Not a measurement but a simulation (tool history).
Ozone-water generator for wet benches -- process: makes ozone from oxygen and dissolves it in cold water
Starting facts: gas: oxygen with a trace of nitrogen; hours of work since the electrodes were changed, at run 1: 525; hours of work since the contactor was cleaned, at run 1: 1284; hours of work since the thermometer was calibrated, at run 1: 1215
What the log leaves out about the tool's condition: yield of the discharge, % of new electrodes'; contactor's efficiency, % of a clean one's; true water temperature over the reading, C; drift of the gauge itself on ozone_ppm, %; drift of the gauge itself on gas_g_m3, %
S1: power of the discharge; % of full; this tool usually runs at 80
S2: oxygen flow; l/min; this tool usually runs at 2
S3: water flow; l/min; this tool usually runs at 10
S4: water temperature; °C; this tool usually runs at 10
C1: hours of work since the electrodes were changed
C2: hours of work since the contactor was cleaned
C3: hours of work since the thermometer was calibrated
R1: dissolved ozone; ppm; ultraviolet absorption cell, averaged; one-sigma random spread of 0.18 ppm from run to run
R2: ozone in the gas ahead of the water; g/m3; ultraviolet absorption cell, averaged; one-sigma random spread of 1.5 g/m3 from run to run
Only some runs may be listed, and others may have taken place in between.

{"run": 1, "hour": 0.0, "S1": 80, "S2": 2, "S3": 10, "S4": 10, "C1": 525, "C2": 1284, "C3": 1215, "R1": 25.1, "R2": 278.6}
{"run": 2, "hour": 44.4, "S1": 80, "S2": 1.69, "S3": 10, "S4": 10, "C1": 564, "C2": 1323, "C3": 1254, "R1": 24.4, "R2": 303.5}
{"run": 3, "hour": 91.3, "S1": 80, "S2": 1.69, "S3": 10, "S4": 10, "C1": 606, "C2": 1365, "C3": 1295, "R1": 24.7, "R2": 305.1}
{"run": 4, "hour": 126.3, "S1": 80, "S2": 1.69, "S3": 10, "S4": 10, "C1": 636, "C2": 1396, "C3": 1326, "R1": 24.4, "R2": 302.8}
{"run": 5, "hour": 179.6, "S1": 80, "S2": 1.69, "S3": 10, "S4": 10, "C1": 683, "C2": 1442, "C3": 1373, "R1": 24.2, "R2": 305.6}
{"run": 6, "hour": 228.0, "S1": 80, "S2": 1.69, "S3": 10, "S4": 10, "C1": 726, "C2": 1485, "C3": 1415, "R1": 24.4, "R2": 306.3}
{"run": 7, "hour": 266.0, "S1": 69, "S2": 2, "S3": 10, "S4": 10, "C1": 759, "C2": 1518, "C3": 1449, "R1": 22.1, "R2": 244.5}
{"run": 8, "hour": 293.6, "S1": 80, "S2": 2, "S3": 10, "S4": 10, "C1": 784, "C2": 1543, "C3": 1473, "R1": 24.9, "R2": 277.7}
{"run": 9, "hour": 353.4, "S1": 80, "S2": 2, "S3": 10, "S4": 10, "C1": 836, "C2": 1595, "C3": 1526, "R1": 25.5, "R2": 278.7}
{"run": 10, "hour": 409.7, "S1": 80, "S2": 2, "S3": 10, "S4": 10, "C1": 886, "C2": 1645, "C3": 1575, "R1": 25.1, "R2": 277}
{"run": 11, "hour": 469.3, "S1": 80, "S2": 2, "S3": 10, "S4": 10, "C1": 938, "C2": 1697, "C3": 1628, "R1": 24.8, "R2": 275.2}
{"run": 12, "hour": 521.5, "S1": 80, "S2": 2.32, "S3": 10, "S4": 5, "C1": 984, "C2": 1743, "C3": 1674, "R1": 26.8, "R2": 255.2}
{"run": 13, "hour": 550.7, "S1": 80, "S2": 2.32, "S3": 10, "S4": 5, "C1": 1010, "C2": 1769, "C3": 1700, "R1": 26.6, "R2": 254.5}
{"run": 14, "hour": 585.9, "S1": 80, "S2": 2.32, "S3": 10, "S4": 5, "C1": 1041, "C2": 1800, "C3": 1730, "R1": 26.8, "R2": 257.7}
{"run": 15, "hour": 613.2, "S1": 80, "S2": 2.32, "S3": 10, "S4": 17, "C1": 1065, "C2": 1824, "C3": 1755, "R1": 23.2, "R2": 255.7}
{"run": 16, "hour": 651.2, "S1": 80, "S2": 2.24, "S3": 13, "S4": 10, "C1": 1098, "C2": 1857, "C3": 1788, "R1": 19.5, "R2": 261}
{"run": 17, "hour": 705.4, "S1": 80, "S2": 2.99, "S3": 10, "S4": 5, "C1": 1146, "C2": 1905, "C3": 1836, "R1": 27.5, "R2": 223.9}
{"run": 18, "hour": 746.7, "S1": 80, "S2": 1.42, "S3": 7, "S4": 7, "C1": 1183, "C2": 1942, "C3": 1872, "R1": 34.2, "R2": 328.2}

Consider 4 possible next runs. They are alternatives, not a sequence: every one starts from the tool as it was left by run 18. What does each give?
{"run": "A", "hour": 806.2, "S1": 92, "S2": 1.11, "S3": 7, "S4": 10, "C1": 1235, "C2": 1994, "C3": 1924, "R1": "?", "R2": "?"}
{"run": "B", "hour": 806.2, "S1": 71, "S2": 1.99, "S3": 13, "S4": 7, "C1": 1235, "C2": 1994, "C3": 1924, "R1": "?", "R2": "?"}
{"run": "C", "hour": 806.2, "S1": 80, "S2": 2.26, "S3": 10, "S4": 10, "C1": 1235, "C2": 1994, "C3": 1924, "R1": "?", "R2": "?"}
{"run": "D", "hour": 806.2, "S1": 80, "S2": 2, "S3": 13, "S4": 10, "C1": 1235, "C2": 1994, "C3": 1924, "R1": "?", "R2": "?"}

run=A R1=35.5 R2=422.1
run=B R1=17.4 R2=249.1
run=C R1=25.3 R2=259.7
run=D R1=19 R2=276.2
Without the tool's hidden state the same runs would have given:
run=A R1=36.8 R2=430.8
run=B R1=18.1 R2=253.2
run=C R1=26.2 R2=264.5
run=D R1=19.7 R2=281.3
